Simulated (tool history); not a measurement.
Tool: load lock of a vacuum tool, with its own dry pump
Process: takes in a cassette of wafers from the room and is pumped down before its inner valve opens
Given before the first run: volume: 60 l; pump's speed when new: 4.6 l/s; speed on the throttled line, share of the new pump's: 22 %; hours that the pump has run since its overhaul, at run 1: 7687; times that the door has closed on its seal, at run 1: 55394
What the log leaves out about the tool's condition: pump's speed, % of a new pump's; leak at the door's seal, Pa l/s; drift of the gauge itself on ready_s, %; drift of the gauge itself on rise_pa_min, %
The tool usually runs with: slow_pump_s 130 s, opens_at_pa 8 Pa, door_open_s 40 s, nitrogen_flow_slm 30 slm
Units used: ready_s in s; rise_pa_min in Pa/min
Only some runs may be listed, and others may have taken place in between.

run	day	slow_pump_s	opens_at_pa	door_open_s	nitrogen_flow_slm	hours that the pump has run since its overhaul	times that the door has closed on its seal	incoming humidity of the room's air, %	ready_s	rise_pa_min
1	0.000	130	8	40	30	7687	55394	47.0	239.4	0.394
2	9.533	130	8	40	30	7916	56249	44.4	235.4	0.401
3	21.538	130	8	40	30	8204	57326	45.6	239.1	0.424
4	28.867	130	8	40	30	8380	57984	45.1	239.8	0.426
5	40.875	121	8	40	30	8668	59061	42.6	229.5	0.449
6	53.579	121	8	40	30	8973	60201	43.0	235.6	0.460
7	62.783	130	8	40	30	9194	61026	43.8	239.0	0.460
# day 63.988: door's seal changed, seat wiped
8	70.783	130	8	40	30	9385	610	42.2	238.1	0.012
9	84.062	130	8	40	30	9703	1801	45.3	241.9	0.021
10	97.092	130	8	40	30	10016	2970	45.5	243.7	0.019
11	108.192	130	8	40	30	10283	3966	43.6	239.5	0.020
12	117.725	130	8	40	30	10511	4821	41.2	245.1	0.026
13	129.875	136	8	40	30	10803	5911	48.0	246.1	0.026
14	140.871	136	8	40	30	11067	6898	45.0	248.3	0.029
15	152.717	232	8	40	30	11351	7961	46.2	317.8	0.037
16	166.254	130	8	40	30	11676	9175	44.8	244.3	0.042
17	180.467	130	8	40	24	12017	10450	45.7	246.0	0.043
18	189.962	130	8	40	30	12245	11302	46.0	248.0	0.045
19	205.438	130	8	40	30	12616	12690	43.7	246.2	0.051
20	212.558	130	8	40	30	12787	13329	44.4	248.3	0.060
21	225.483	130	8	40	30	13097	14489	45.6	246.9	0.057
22	235.158	130	8	40	30	13330	15357	41.7	245.9	0.066
23	244.762	130	8	100	19	13560	16219	43.2	248.0	0.079
24	258.646	189	10	122	19	13893	17464	46.3	286.1	0.093
25	274.846	189	10	60	5	14282	18918	45.3	287.5	0.099
26	286.550	189	10	60	5	14563	19968	43.5	286.6	0.107
27	295.492	189	10	60	5	14778	20770	46.1	289.5	0.107
28	306.612	109	12	73	25	15045	21768	45.7	227.9	0.102
29	315.850	129	10	40	30	15266	22596	45.3	246.4	0.101
# day 328.621: dry pump taken out, an overhauled one fitted
30	332.333	129	10	40	30	89	24053	41.5	221.4	0.113
31	344.692	248	8	40	30	386	25161	46.1	311.5	0.118
32	352.817	130	8	137	30	581	25891	50.0	222.9	0.137
33	362.112	130	8	102	10	804	26724	43.1	224.2	0.151
34	376.221	80	8	87	10	1142	27990	44.0	185.0	0.152
35	391.175	127	8	87	22	1501	29332	43.6	224.3	0.154
36	402.425	77	8	87	22	1771	30341	45.1	185.1	0.161

How would selected steps in ready_s from run to run divide? Give the signed amount a tool lacking its hidden state would still show from settings, what came in and random variation, and the signed amount left for the hidden state, including any gauge scatter that is not in both of the compared results.
Run 15 -> 16: slow_pump_s 232 -> 130. ready_s -73.5 s: hidden state +4.9, all else -78.4.
Run 27 -> 28: slow_pump_s 189 -> 109, opens_at_pa 10 -> 12, door_open_s 60 -> 73, nitrogen_flow_slm 5 -> 25. ready_s -61.6 s: hidden state +4.3, all else -65.9.
Run 29 -> 30: dry pump taken out, an overhauled one fitted. ready_s -25.0 s: hidden state -27.2, all else +2.2.
Run 30 -> 31: slow_pump_s 129 -> 248, opens_at_pa 10 -> 8. ready_s +90.1 s: hidden state +0.7, all else +89.4.
Run 31 -> 32: slow_pump_s 248 -> 130, door_open_s 40 -> 137. ready_s -88.6 s: hidden state -0.2, all else -88.4.

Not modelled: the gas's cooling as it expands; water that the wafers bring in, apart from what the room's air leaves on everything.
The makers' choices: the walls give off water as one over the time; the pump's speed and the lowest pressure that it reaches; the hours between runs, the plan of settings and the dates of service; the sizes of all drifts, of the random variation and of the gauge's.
